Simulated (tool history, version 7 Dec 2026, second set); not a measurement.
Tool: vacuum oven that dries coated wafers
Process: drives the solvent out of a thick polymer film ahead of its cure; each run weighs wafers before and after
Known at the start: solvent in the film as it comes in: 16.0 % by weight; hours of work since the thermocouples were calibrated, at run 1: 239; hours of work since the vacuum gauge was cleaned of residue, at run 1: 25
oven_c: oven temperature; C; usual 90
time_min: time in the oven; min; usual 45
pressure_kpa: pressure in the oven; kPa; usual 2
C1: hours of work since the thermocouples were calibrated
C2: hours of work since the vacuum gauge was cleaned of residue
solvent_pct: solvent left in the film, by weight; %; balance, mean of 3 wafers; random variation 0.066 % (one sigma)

{"run": 1, "day": 0.0, "oven_c": 90, "time_min": 45, "pressure_kpa": 2, "C1": 239, "C2": 25, "solvent_pct": 4.43}
{"run": 2, "day": 0.471, "oven_c": 90, "time_min": 45, "pressure_kpa": 2, "C1": 245, "C2": 32, "solvent_pct": 4.47}
{"run": 3, "day": 0.95, "oven_c": 90, "time_min": 45, "pressure_kpa": 2, "C1": 251, "C2": 38, "solvent_pct": 4.4}
{"run": 4, "day": 1.175, "oven_c": 90, "time_min": 45, "pressure_kpa": 2, "C1": 254, "C2": 41, "solvent_pct": 4.24}
{"run": 5, "day": 1.529, "oven_c": 90, "time_min": 24, "pressure_kpa": 2, "C1": 259, "C2": 45, "solvent_pct": 6.46}
{"day": 1.625, "done": "vacuum gauge cleaned of residue and calibrated"}
{"run": 6, "day": 1.954, "oven_c": 90, "time_min": 24, "pressure_kpa": 2, "C1": 264, "C2": 4, "solvent_pct": 6.5}
{"run": 7, "day": 2.421, "oven_c": 90, "time_min": 24, "pressure_kpa": 2.31, "C1": 270, "C2": 10, "solvent_pct": 6.92}
{"day": 2.571, "done": "vacuum gauge cleaned of residue and calibrated, once more"}
{"run": 8, "day": 2.921, "oven_c": 90, "time_min": 24, "pressure_kpa": 2.31, "C1": 275, "C2": 5, "solvent_pct": 6.82}
{"run": 9, "day": 3.333, "oven_c": 90, "time_min": 24, "pressure_kpa": 2.31, "C1": 281, "C2": 10, "solvent_pct": 6.8}
{"run": 10, "day": 3.55, "oven_c": 90, "time_min": 38, "pressure_kpa": 4.89, "C1": 283, "C2": 13, "solvent_pct": 8.86}
{"run": 11, "day": 4.017, "oven_c": 90, "time_min": 41, "pressure_kpa": 1.65, "C1": 290, "C2": 19, "solvent_pct": 4.26}
{"run": 12, "day": 4.521, "oven_c": 86, "time_min": 42, "pressure_kpa": 2, "C1": 296, "C2": 25, "solvent_pct": 5.82}
{"run": 13, "day": 4.967, "oven_c": 102, "time_min": 42, "pressure_kpa": 1.18, "C1": 302, "C2": 31, "solvent_pct": 1.65}
{"run": 14, "day": 5.233, "oven_c": 90, "time_min": 29, "pressure_kpa": 1.45, "C1": 305, "C2": 35, "solvent_pct": 5.09}
{"run": 15, "day": 5.675, "oven_c": 88, "time_min": 45, "pressure_kpa": 2, "C1": 311, "C2": 40, "solvent_pct": 4.96}

4 ways to go on from here, each from the tool as it stands after run 15. What would each give?
{"run": "A", "day": 6.179, "oven_c": 90, "time_min": 36, "pressure_kpa": 2, "C1": 318, "C2": 47, "solvent_pct": "?"}
{"run": "B", "day": 6.179, "oven_c": 88, "time_min": 75, "pressure_kpa": 2.38, "C1": 318, "C2": 47, "solvent_pct": "?"}
{"run": "C", "day": 6.179, "oven_c": 88, "time_min": 41, "pressure_kpa": 3.37, "C1": 318, "C2": 47, "solvent_pct": "?"}
{"run": "D", "day": 6.179, "oven_c": 95, "time_min": 72, "pressure_kpa": 2.61, "C1": 318, "C2": 47, "solvent_pct": "?"}

run=A solvent_pct=5.18
run=B solvent_pct=4.56
run=C solvent_pct=7.32
run=D solvent_pct=3.58
Without the tool's hidden state the same runs would have given:
run=A solvent_pct=4.95
run=B solvent_pct=4.36
run=C solvent_pct=7.05
run=D solvent_pct=3.43
